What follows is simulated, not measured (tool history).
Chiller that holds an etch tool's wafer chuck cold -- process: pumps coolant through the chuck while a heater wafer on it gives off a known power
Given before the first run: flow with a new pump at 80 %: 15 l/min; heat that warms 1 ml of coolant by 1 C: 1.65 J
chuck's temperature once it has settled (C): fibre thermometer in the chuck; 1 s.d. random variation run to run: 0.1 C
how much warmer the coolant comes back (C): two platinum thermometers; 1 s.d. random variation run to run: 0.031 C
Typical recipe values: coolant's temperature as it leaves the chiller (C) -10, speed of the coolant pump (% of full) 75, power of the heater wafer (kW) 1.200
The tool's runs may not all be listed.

| run | hour | coolant's temperature as it leaves the chiller (C) | speed of the coolant pump (% of full) | power of the heater wafer (kW) | chuck's temperature once it has settled (C) | how much warmer the coolant comes back (C) |
|---|---|---|---|---|---|---|
| 1 | 0.0 | -10 | 75 | 1.200 | 4.8 | 3.14 |
| 2 | 28.4 | -10 | 75 | 1.200 | 4.8 | 3.14 |
| 3 | 51.2 | -10 | 75 | 1.200 | 4.8 | 3.10 |
| 4 | 100.5 | -10 | 75 | 1.200 | 4.7 | 3.05 |
| 5 | 134.0 | -10 | 75 | 1.200 | 4.8 | 3.01 |
| 6 | 157.4 | -10 | 75 | 1.200 | 4.7 | 3.04 |
| 7 | 196.0 | -10 | 84 | 1.200 | 3.3 | 2.65 |
|  | 211.4 | coolant changed, channels flushed |
| 8 | 255.7 | -14 | 75 | 1.200 | 0.8 | 3.01 |
| 9 | 303.3 | -11 | 75 | 1.200 | 3.7 | 2.98 |
| 10 | 338.8 | -10 | 69 | 1.200 | 5.9 | 3.31 |
| 11 | 366.3 | -10 | 69 | 1.200 | 5.8 | 3.25 |
| 12 | 390.8 | -19 | 97 | 1.270 | -6.4 | 2.35 |
| 13 | 423.3 | -19 | 97 | 1.270 | -6.5 | 2.34 |
| 14 | 446.0 | -19 | 97 | 1.270 | -6.8 | 2.31 |
| 15 | 485.4 | -15 | 61 | 0.979 | -0.6 | 2.95 |

The next listed run, before its measurement:
| 16 | 509.4 | -18 | 83 | 1.606 | ? | ? |

{"run 16": {"chuck's temperature once it has settled (C)": 0.0, "how much warmer the coolant comes back (C)": 3.51}}
Minus the tool's unlogged condition, the same run would have read chuck's temperature once it has settled (C) 0.0, how much warmer the coolant comes back (C) 3.72.

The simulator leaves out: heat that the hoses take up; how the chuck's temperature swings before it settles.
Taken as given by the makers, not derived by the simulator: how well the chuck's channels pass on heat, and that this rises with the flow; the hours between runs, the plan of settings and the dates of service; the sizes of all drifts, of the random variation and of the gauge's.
